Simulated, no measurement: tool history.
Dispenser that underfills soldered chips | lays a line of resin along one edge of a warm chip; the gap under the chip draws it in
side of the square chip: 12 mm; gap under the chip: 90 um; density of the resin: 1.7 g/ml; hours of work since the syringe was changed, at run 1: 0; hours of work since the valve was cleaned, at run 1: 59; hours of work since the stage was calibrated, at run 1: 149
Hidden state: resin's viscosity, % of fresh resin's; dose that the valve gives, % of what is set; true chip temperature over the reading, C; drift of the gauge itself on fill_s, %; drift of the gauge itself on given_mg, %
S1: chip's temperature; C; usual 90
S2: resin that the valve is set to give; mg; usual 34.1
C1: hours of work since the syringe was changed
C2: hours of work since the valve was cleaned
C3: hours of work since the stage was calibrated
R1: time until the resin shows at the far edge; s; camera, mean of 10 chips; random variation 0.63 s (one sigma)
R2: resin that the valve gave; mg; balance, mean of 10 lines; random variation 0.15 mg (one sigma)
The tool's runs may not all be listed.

run	hour	S1	S2	C1	C2	C3	R1	R2
1	0	90	34.1	0	59	149	55.3	33.21
# hour 7.9: new syringe of resin
2	12.8	90	34.1	4	68	159	69.3	33.24
# hour 17: new syringe of resin
3	20.8	90	34.1	3	74	165	66.2	33.28
# hour 25.9: new syringe of resin
4	30.3	90	34.1	3	80	171	68.2	32.71
# hour 35: new syringe of resin
5	40.4	90	34.1	4	88	179	71.1	33.03
# hour 43.5: new syringe of resin
6	47.9	90	34.1	3	93	184	67.7	32.92
# hour 51.9: new syringe of resin
# hour 60.5: new syringe of resin
7	63.7	90	34.1	2	104	195	65	32.52
# hour 69.1: new syringe of resin
8	72.2	83	34.1	2	110	201	84	32.77
# hour 77.4: new syringe of resin
# hour 84.2: dispensing valve cleaned and set on the balance
# hour 86.7: new syringe of resin
9	86.9	83	34.1	0	2	211	72.9	34.31
# hour 95.6: new syringe of resin
10	96.7	90	31.5	1	9	218	54.9	31.36
# hour 104.3: new syringe of resin
11	104.9	89	32.8	0	15	224	55.1	32.52
# hour 112.8: new syringe of resin
12	118.2	89	32.8	4	24	234	74.4	32.47
# hour 122: new syringe of resin
13	127.9	89	32.8	4	31	241	75.3	32.37
# hour 130.3: new syringe of resin
14	134.3	89	32.8	3	36	245	68.9	32.34
# hour 139.4: new syringe of resin
15	143.3	75	31.5	3	42	252	130.8	30.93

Forecast each of these 3 alternatives for the next run:
# hour 148: new syringe of resin
# hour 156.7: new syringe of resin
A	158.6	90	29.8	1	53	263	?	?
# hour 148: new syringe of resin
# hour 156.7: new syringe of resin
B	158.6	90	38.4	1	53	263	?	?
# hour 148: new syringe of resin
# hour 156.7: new syringe of resin
C	158.6	86	43.8	1	53	263	?	?

run	R1	R2
A	59.5	29.13
B	57.8	37.63
C	67.7	42.84
Without the tool's hidden state the same runs would have given:
run	R1	R2
A	56.5	29.76
B	55.1	38.44
C	64.6	43.78
